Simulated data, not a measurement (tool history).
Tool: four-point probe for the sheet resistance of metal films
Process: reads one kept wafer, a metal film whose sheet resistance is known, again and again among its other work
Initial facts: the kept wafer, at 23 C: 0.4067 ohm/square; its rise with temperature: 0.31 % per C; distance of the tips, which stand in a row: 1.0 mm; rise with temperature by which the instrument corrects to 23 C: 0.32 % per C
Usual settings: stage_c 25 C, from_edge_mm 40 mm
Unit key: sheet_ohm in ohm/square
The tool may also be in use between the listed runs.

| run | hour | stage_c | from_edge_mm | sheet_ohm |
|---|---|---|---|---|
| 1 | 0.0 | 25 | 40 | 0.404272 |
| 2 | 44.1 | 25 | 40 | 0.404226 |
| 3 | 89.4 | 25 | 9 | 0.406852 |
| 4 | 136.6 | 25 | 40 | 0.404030 |
| 5 | 203.6 | 26 | 40 | 0.404283 |
| 6 | 287.6 | 25 | 19 | 0.404620 |
| 7 | 377.5 | 25 | 28 | 0.404399 |
| 8 | 437.6 | 25 | 28 | 0.404311 |
|  | 442.9 | stage's thermometer calibrated |
| 9 | 487.4 | 25 | 28 | 0.404658 |
| 10 | 576.4 | 25 | 28 | 0.404585 |
| 11 | 628.3 | 25 | 3 | 0.427026 |
|  | 651.3 | stage's thermometer calibrated, once more |
| 12 | 692.2 | 25 | 3 | 0.426081 |
| 13 | 767.3 | 25 | 24 | 0.403786 |
| 14 | 829.3 | 25 | 24 | 0.403610 |
| 15 | 866.1 | 25 | 24 | 0.403609 |
| 16 | 917.4 | 25 | 24 | 0.403705 |
| 17 | 990.5 | 25 | 24 | 0.403614 |
| 18 | 1027.6 | 25 | 24 | 0.403656 |
| 19 | 1078.1 | 22 | 33 | 0.403768 |
| 20 | 1161.3 | 22 | 33 | 0.403603 |
| 21 | 1243.4 | 28 | 56 | 0.403118 |
| 22 | 1282.3 | 28 | 56 | 0.403027 |
| 23 | 1361.5 | 24 | 40 | 0.403305 |
| 24 | 1421.2 | 24 | 40 | 0.403425 |
| 25 | 1479.0 | 22 | 40 | 0.403573 |
| 26 | 1565.8 | 31 | 52 | 0.402823 |
| 27 | 1654.4 | 35 | 46 | 0.402579 |
| 28 | 1709.0 | 21 | 3 | 0.426069 |

What if the next run were any one of these 5? Each begins from the tool's condition after run 28:
| A | 1778.0 | 29 | 21 | ? |
| B | 1778.0 | 24 | 26 | ? |
| C | 1778.0 | 32 | 16 | ? |
| D | 1778.0 | 27 | 35 | ? |
| E | 1778.0 | 32 | 44 | ? |

| run | sheet_ohm |
|---|---|
| A | 0.403405 |
| B | 0.403451 |
| C | 0.403444 |
| D | 0.402866 |
| E | 0.402860 |
Stripped of hidden state, with their random variation kept, the same runs would have yielded:
| run | sheet_ohm |
|---|---|
| A | 0.406927 |
| B | 0.406970 |
| C | 0.406968 |
| D | 0.406382 |
| E | 0.406380 |
